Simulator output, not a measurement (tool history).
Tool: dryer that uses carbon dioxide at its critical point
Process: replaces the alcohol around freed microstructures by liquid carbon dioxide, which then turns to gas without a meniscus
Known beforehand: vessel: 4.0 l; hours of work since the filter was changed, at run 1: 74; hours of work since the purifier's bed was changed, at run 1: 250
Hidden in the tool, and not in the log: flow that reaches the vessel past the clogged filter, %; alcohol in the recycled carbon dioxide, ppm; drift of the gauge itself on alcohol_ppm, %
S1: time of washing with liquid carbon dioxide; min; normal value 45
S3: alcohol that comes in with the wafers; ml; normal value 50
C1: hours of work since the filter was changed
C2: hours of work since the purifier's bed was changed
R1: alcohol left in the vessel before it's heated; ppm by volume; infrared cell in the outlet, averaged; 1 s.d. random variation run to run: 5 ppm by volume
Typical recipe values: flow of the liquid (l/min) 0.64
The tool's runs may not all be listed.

Run 1, day 0: usual settings; C1 74; C2 250. Result: R1 96 ppm by volume.
Run 2, day 0.288: usual settings; C1 77; C2 253. Result: R1 96 ppm by volume.
Run 3, day 0.688: usual settings; C1 81; C2 257. Result: R1 91 ppm by volume.
Run 4, day 1.146: usual settings; C1 86; C2 262. Result: R1 95 ppm by volume.
Run 5, day 1.5: usual settings; C1 89; C2 265. Result: R1 89 ppm by volume.
Run 6, day 2.025: usual settings; C1 95; C2 271. Result: R1 91 ppm by volume.
Run 7, day 2.425: usual settings; C1 99; C2 275. Result: R1 99 ppm by volume.
Run 8, day 3.008: usual settings; C1 105; C2 281. Result: R1 89 ppm by volume.
Run 9, day 3.371: usual settings; C1 109; C2 285. Result: R1 98 ppm by volume.
Run 10, day 3.7: usual settings; C1 113; C2 289. Result: R1 87 ppm by volume.
Run 11, day 4.179: usual settings but S1 35 min, flow of the liquid (l/min) 0.544; C1 118; C2 294. Result: R1 347 ppm by volume.
Run 12, day 4.717: usual settings but S1 35 min, flow of the liquid (l/min) 0.544; C1 123; C2 299. Result: R1 350 ppm by volume.
Run 13, day 5.179: usual settings but S1 35 min, flow of the liquid (l/min) 0.544; C1 128; C2 304. Result: R1 338 ppm by volume.
Run 14, day 5.567: usual settings but S1 35 min, flow of the liquid (l/min) 0.544; C1 132; C2 308. Result: R1 350 ppm by volume.
Run 15, day 6.133: usual settings but S1 35 min, flow of the liquid (l/min) 0.544; C1 138; C2 314. Result: R1 352 ppm by volume.
Run 16, day 6.471: usual settings but S1 34 min; C1 142; C2 318. Result: R1 236 ppm by volume.
Run 17, day 7.029: usual settings but S1 34 min; C1 148; C2 324. Result: R1 232 ppm by volume.
Run 18, day 7.408: usual settings but flow of the liquid (l/min) 0.592; C1 152; C2 328. Result: R1 130 ppm by volume.
Run 19, day 8.038: usual settings but S1 51 min, flow of the liquid (l/min) 0.555, S3 115 ml; C1 158; C2 334. Result: R1 181 ppm by volume.

Forecast each of these 4 alternatives for the next run:
At day 8.404: inlet filter changed.
Run A, day 8.462: usual settings but S1 34 min, flow of the liquid (l/min) 0.555, S3 47 ml; C1 1; C2 338. Result: R1 ?.
At day 8.404: inlet filter changed.
Run B, day 8.462: usual settings but S1 51 min, flow of the liquid (l/min) 0.451, S3 49 ml; C1 1; C2 338. Result: R1 ?.
At day 8.404: inlet filter changed.
Run C, day 8.462: usual settings but S1 63 min, flow of the liquid (l/min) 0.499, S3 115 ml; C1 1; C2 338. Result: R1 ?.
At day 8.404: inlet filter changed.
Run D, day 8.462: usual settings but S1 64 min, flow of the liquid (l/min) 0.555, S3 68 ml; C1 1; C2 338. Result: R1 ?.

run   R1
  A  319
  B  182
  C  111
  D   77
With no hidden state in the tool, these same runs would have given:
run   R1
  A  245
  B  113
  C   42
  D   12

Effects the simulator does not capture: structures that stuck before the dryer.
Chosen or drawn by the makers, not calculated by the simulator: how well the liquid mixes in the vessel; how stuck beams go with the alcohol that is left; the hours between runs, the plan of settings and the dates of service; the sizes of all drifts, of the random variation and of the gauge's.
